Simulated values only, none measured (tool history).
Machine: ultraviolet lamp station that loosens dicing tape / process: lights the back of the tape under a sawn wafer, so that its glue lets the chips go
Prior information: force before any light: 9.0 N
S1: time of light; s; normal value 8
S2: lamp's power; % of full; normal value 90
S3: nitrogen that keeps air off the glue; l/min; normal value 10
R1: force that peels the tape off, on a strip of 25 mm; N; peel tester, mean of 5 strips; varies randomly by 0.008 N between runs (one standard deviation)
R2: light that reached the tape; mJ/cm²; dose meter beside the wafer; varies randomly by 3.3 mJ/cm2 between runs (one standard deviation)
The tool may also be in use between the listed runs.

run 1 hour=0.0 | S1=8 S2=90 S3=10 | R1=0.456 R2=443
run 2 hour=35.8 | S1=8 S2=90 S3=10 | R1=0.466 R2=438
run 3 hour=63.6 | S1=8 S2=90 S3=10 | R1=0.470 R2=426
run 4 hour=87.1 | S1=8 S2=90 S3=10 | R1=0.468 R2=415
run 5 hour=107.7 | S1=8 S2=90 S3=10 | R1=0.506 R2=419
run 6 hour=151.2 | S1=5 S2=90 S3=10 | R1=1.390 R2=257
run 7 hour=182.2 | S1=8 S2=90 S3=12 | R1=0.448 R2=406
run 8 hour=219.3 | S1=8 S2=90 S3=12 | R1=0.498 R2=396
run 9 hour=253.5 | S1=8 S2=90 S3=12 | R1=0.502 R2=394
run 10 hour=290.5 | S1=8 S2=67 S3=12 | R1=0.996 R2=290
run 11 hour=319.3 | S1=8 S2=90 S3=10 | R1=0.641 R2=383
run 12 hour=343.0 | S1=8 S2=90 S3=10 | R1=0.642 R2=375
run 13 hour=376.4 | S1=8 S2=90 S3=7 | R1=0.928 R2=375
run 14 hour=420.8 | S1=8 S2=90 S3=7 | R1=0.965 R2=365
run 15 hour=459.4 | S1=8 S2=61 S3=3 | R1=3.109 R2=241
run 16 hour=499.9 | S1=8 S2=61 S3=3 | R1=3.221 R2=241
run 17 hour=522.9 | S1=5 S2=90 S3=10 | R1=1.869 R2=217
run 18 hour=561.5 | S1=12 S2=85 S3=7 | R1=0.506 R2=479
run 19 hour=582.7 | S1=8 S2=76 S3=3 | R1=2.667 R2=287
run 20 hour=607.5 | S1=8 S2=90 S3=4 | R1=1.727 R2=340
-- hour=633.3 window cleaned of glue's vapour
run 21 hour=641.0 | S1=8 S2=90 S3=4 | R1=1.465 R2=368
run 22 hour=681.2 | S1=13 S2=76 S3=15 | R1=0.258 R2=494
run 23 hour=716.3 | S1=13 S2=76 S3=15 | R1=0.261 R2=484
run 24 hour=761.2 | S1=13 S2=76 S3=15 | R1=0.285 R2=472
run 25 hour=794.6 | S1=5 S2=84 S3=11 | R1=2.062 R2=198
run 26 hour=835.5 | S1=11 S2=90 S3=10 | R1=0.421 R2=452
run 27 hour=862.5 | S1=4 S2=76 S3=10 | R1=3.244 R2=141
run 28 hour=905.8 | S1=8 S2=88 S3=7 | R1=1.308 R2=308

4 ways to go on from here, each from the tool as it stands after run 28. What would each give?
run A hour=926.7 | S1=15 S2=88 S3=3 | R1=? R2=?
run B hour=926.7 | S1=9 S2=88 S3=7 | R1=? R2=?
run C hour=926.7 | S1=8 S2=69 S3=15 | R1=? R2=?
run D hour=926.7 | S1=6 S2=89 S3=11 | R1=? R2=?

run=A R1=0.746 R2=571
run=B R1=1.057 R2=350
run=C R1=1.235 R2=239
run=D R1=1.488 R2=234
The same runs, with their run-to-run variation unchanged, on a tool lacking any hidden condition would have given:
run=A R1=0.243 R2=942
run=B R1=0.347 R2=574
run=C R1=0.419 R2=395
run=D R1=0.540 R2=385
